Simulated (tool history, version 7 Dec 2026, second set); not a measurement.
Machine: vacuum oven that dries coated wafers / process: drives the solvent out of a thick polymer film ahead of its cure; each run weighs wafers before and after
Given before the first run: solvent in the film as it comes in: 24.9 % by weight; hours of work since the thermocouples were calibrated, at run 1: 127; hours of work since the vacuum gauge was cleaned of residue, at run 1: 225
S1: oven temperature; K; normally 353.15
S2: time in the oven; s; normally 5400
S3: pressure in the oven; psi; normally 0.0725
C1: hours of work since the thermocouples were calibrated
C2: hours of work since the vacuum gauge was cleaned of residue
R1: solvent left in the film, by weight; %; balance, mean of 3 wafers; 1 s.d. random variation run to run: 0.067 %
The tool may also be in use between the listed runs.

run	day	S1	S2	S3	C1	C2	R1
1	0	353.15	5400	0.0725	127	225	4.45
2	0.521	353.15	5400	0.0725	134	233	4.41
3	0.767	353.15	5400	0.0725	138	236	4.39
4	0.996	353.15	5400	0.0725	141	239	4.27
5	1.525	353.15	5400	0.0725	148	247	4.32
6	1.829	353.15	5400	0.0725	153	251	4.4
7	2.3	344.15	5400	0.0725	159	258	9.72
8	2.762	344.15	5400	0.0725	166	264	9.67
9	3.033	353.15	5400	0.0389	170	268	4.13
10	3.55	353.15	5400	0.0389	177	275	4.21
11	4.038	353.15	5400	0.0389	184	282	4.22
12	4.375	353.15	5400	0.0389	189	287	4.26
13	4.733	353.15	5400	0.1884	194	292	5.08
14	5.258	353.15	5400	0.1884	201	299	5.11
15	5.567	365.15	5400	0.0725	205	303	0.75
16	5.796	342.15	3240	0.2683	208	307	15.04
17	6.104	344.15	5040	0.0611	213	311	10.17
# day 6.196: vacuum gauge cleaned of residue and calibrated
18	6.412	353.15	7020	0.2228	216	3	3.94
19	6.925	353.15	7020	0.2228	223	10	3.98
20	7.275	348.15	7020	0.2496	228	15	6.73
21	7.8	342.15	4620	0.0753	236	22	11.97
# day 8.221: vacuum gauge cleaned of residue and calibrated, once more
22	8.329	353.15	8520	0.2122	242	2	3.06
23	8.862	357.15	7380	0.0538	250	9	1.31
24	9.325	357.15	7380	0.0538	256	16	1.37
25	9.717	357.15	8640	0.0422	262	21	0.9
26	10.088	357.15	8640	0.0422	267	26	0.85
27	10.425	357.15	8640	0.0422	272	31	0.79
28	10.917	357.15	8640	0.0422	279	38	0.79

4 options for the next run, each taken on its own from the tool as it stands now. Forecast them:
A	11.317	345.15	5400	0.0725	284	43	?
B	11.317	347.15	3060	0.086	284	43	?
C	11.317	344.15	5040	0.0725	284	43	?
D	11.317	357.15	4680	0.0453	284	43	?

run	R1
A	9.11
B	12.06
C	10.28
D	3.15
What these runs would have given with no unlogged condition in the tool:
run	R1
A	9.07
B	12.02
C	10.24
D	3.12
